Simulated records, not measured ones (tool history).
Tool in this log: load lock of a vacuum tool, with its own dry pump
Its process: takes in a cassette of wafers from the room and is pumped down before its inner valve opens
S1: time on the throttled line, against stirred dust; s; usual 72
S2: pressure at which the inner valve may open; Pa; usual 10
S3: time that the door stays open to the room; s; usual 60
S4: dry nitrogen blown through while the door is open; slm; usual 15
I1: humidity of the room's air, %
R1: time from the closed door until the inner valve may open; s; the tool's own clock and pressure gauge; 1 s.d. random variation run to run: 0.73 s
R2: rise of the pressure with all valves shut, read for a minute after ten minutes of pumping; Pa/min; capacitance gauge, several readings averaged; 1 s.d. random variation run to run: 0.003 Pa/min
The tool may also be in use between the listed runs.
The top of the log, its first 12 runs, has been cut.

run 13 hour=2467.8 | S1=72 S2=14 S3=60 S4=27 | I1=44.5 | R1=123.3 R2=0.443
run 14 hour=2743.5 | S1=72 S2=10 S3=60 S4=9 | I1=46.1 | R1=125.3 R2=0.473
run 15 hour=3026.8 | S1=72 S2=10 S3=60 S4=9 | I1=43.8 | R1=126.5 R2=0.488
run 16 hour=3285.6 | S1=72 S2=10 S3=60 S4=9 | I1=46.4 | R1=124.3 R2=0.509
run 17 hour=3567.0 | S1=72 S2=10 S3=60 S4=9 | I1=48.0 | R1=125.7 R2=0.514
run 18 hour=3774.0 | S1=72 S2=10 S3=60 S4=9 | I1=43.3 | R1=125.7 R2=0.507
run 19 hour=3980.4 | S1=72 S2=10 S3=60 S4=9 | I1=45.4 | R1=125.7 R2=0.523
run 20 hour=4217.7 | S1=72 S2=12 S3=60 S4=15 | I1=43.6 | R1=123.3 R2=0.516
run 21 hour=4510.8 | S1=38 S2=20 S3=60 S4=11 | I1=44.4 | R1=90.5 R2=0.539
run 22 hour=4765.5 | S1=38 S2=20 S3=61 S4=11 | I1=45.4 | R1=91.4 R2=0.563
run 23 hour=4892.0 | S1=38 S2=15 S3=61 S4=11 | I1=44.6 | R1=93.6 R2=0.557
run 24 hour=5013.3 | S1=72 S2=19 S3=215 S4=9 | I1=46.2 | R1=121.6 R2=0.576
run 25 hour=5207.1 | S1=72 S2=19 S3=215 S4=9 | I1=45.5 | R1=122.2 R2=0.582
-- hour=5402.2 dry pump taken out, an overhauled one fitted
run 26 hour=5486.4 | S1=133 S2=10 S3=60 S4=18 | I1=43.3 | R1=173.5 R2=0.568
run 27 hour=5619.0 | S1=59 S2=10 S3=31 S4=5 | I1=45.9 | R1=107.4 R2=0.605
run 28 hour=5864.4 | S1=48 S2=18 S3=110 S4=5 | I1=43.0 | R1=93.1 R2=0.609
run 29 hour=6161.5 | S1=72 S2=10 S3=60 S4=18 | I1=44.0 | R1=119.4 R2=0.598
run 30 hour=6306.2 | S1=72 S2=10 S3=60 S4=18 | I1=44.6 | R1=118.8 R2=0.600
run 31 hour=6539.0 | S1=101 S2=16 S3=226 S4=6 | I1=46.1 | R1=141.6 R2=0.650
run 32 hour=6714.9 | S1=72 S2=10 S3=33 S4=11 | I1=44.9 | R1=118.9 R2=0.634
run 33 hour=6879.2 | S1=72 S2=11 S3=172 S4=22 | I1=47.1 | R1=119.5 R2=0.647
run 34 hour=7091.6 | S1=72 S2=11 S3=172 S4=22 | I1=46.6 | R1=119.3 R2=0.654
run 35 hour=7357.9 | S1=72 S2=11 S3=172 S4=22 | I1=45.3 | R1=119.6 R2=0.664
run 36 hour=7612.2 | S1=72 S2=19 S3=63 S4=15 | I1=47.5 | R1=114.7 R2=0.669
run 37 hour=7747.4 | S1=72 S2=19 S3=63 S4=15 | I1=48.9 | R1=115.7 R2=0.673

Here are 3 independent what-if runs from the current tool condition. What would each one return?
run A hour=7922.7 | S1=72 S2=19 S3=63 S4=39 | I1=48.6 | R1=? R2=?
run B hour=7922.7 | S1=72 S2=11 S3=63 S4=22 | I1=44.9 | R1=? R2=?
run C hour=7922.7 | S1=72 S2=17 S3=63 S4=23 | I1=46.2 | R1=? R2=?

run=A R1=116.1 R2=0.686
run=B R1=119.2 R2=0.684
run=C R1=116.7 R2=0.692
The same runs, with their run-to-run variation unchanged, on a tool lacking any hidden condition would have given:
run=A R1=115.5 R2=0.013
run=B R1=118.6 R2=0.023
run=C R1=116.0 R2=0.012
